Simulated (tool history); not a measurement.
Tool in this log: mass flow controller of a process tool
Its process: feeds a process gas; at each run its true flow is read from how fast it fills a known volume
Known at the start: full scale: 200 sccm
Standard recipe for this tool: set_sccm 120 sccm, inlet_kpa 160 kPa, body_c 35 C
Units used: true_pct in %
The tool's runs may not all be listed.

run	hour	set_sccm	inlet_kpa	body_c	true_pct
1	0.0	120	160	35	100.30
2	340.0	120	160	35	100.18
3	653.4	120	160	35	100.04
4	845.3	120	160	35	100.14
5	1175.5	86	160	35	100.02
6	1552.1	120	160	35	99.95
7	1756.6	120	160	34	99.98
8	1997.6	120	160	34	99.84
9	2211.1	120	160	34	99.80
10	2532.8	120	160	34	99.72
11	2725.9	39	160	34	99.35
12	2961.2	39	257	34	98.55
13	3170.1	39	180	34	99.26
14	3329.5	26	160	35	99.30
15	3594.5	26	160	35	99.13
16	3802.6	26	160	35	99.25
17	4173.6	26	160	35	99.22
18	4455.4	26	160	35	99.24
# hour 4579.3: controller's zero set anew
19	4787.3	120	160	35	99.41
20	4991.5	120	160	35	99.49
21	5321.2	120	160	35	99.41
22	5622.3	120	160	35	99.27
23	5989.8	34	255	33	98.19
24	6368.0	34	255	33	98.12
25	6725.4	117	160	25	98.99
26	6965.0	120	217	39	98.80
27	7289.9	30	229	39	98.32
28	7461.2	30	229	39	98.23
# hour 7753.7: gauge calibrated
29	7760.6	120	160	23	99.98
30	8097.2	120	160	23	99.85
31	8410.3	120	160	23	99.84
32	8665.4	47	226	23	98.95
33	8836.6	71	145	31	99.83
34	9071.1	200	194	35	100.01
35	9355.7	32	177	35	99.55
36	9600.7	67	175	24	99.39
37	9839.4	67	175	24	99.37
38	10204.2	67	175	24	99.30
39	10535.4	120	277	32	98.94
40	10844.9	120	277	32	98.74
41	11142.7	120	277	32	98.71
42	11325.4	32	148	33	99.43

Measured minus without-hidden-state, run by run (identical run-to-run variation in each term; gauge scatter may differ):
Hidden state present: flow at rest that the sensor doesn't see, % of full scale; true flow over the shown one, %; drift of the gauge itself on true_pct, %.
run	true_pct
1	+0.00
2	-0.05
3	-0.10
4	-0.13
5	-0.19
6	-0.25
7	-0.28
8	-0.32
9	-0.35
10	-0.40
11	-0.44
12	-0.47
13	-0.51
14	-0.54
15	-0.59
16	-0.62
17	-0.68
18	-0.72
19	-0.76
20	-0.79
21	-0.85
22	-0.90
23	-0.95
24	-1.00
25	-1.06
26	-1.10
27	-1.16
28	-1.18
29	-0.01
30	-0.05
31	-0.10
32	-0.15
33	-0.17
34	-0.21
35	-0.26
36	-0.29
37	-0.34
38	-0.39
39	-0.44
40	-0.49
41	-0.54
42	-0.57
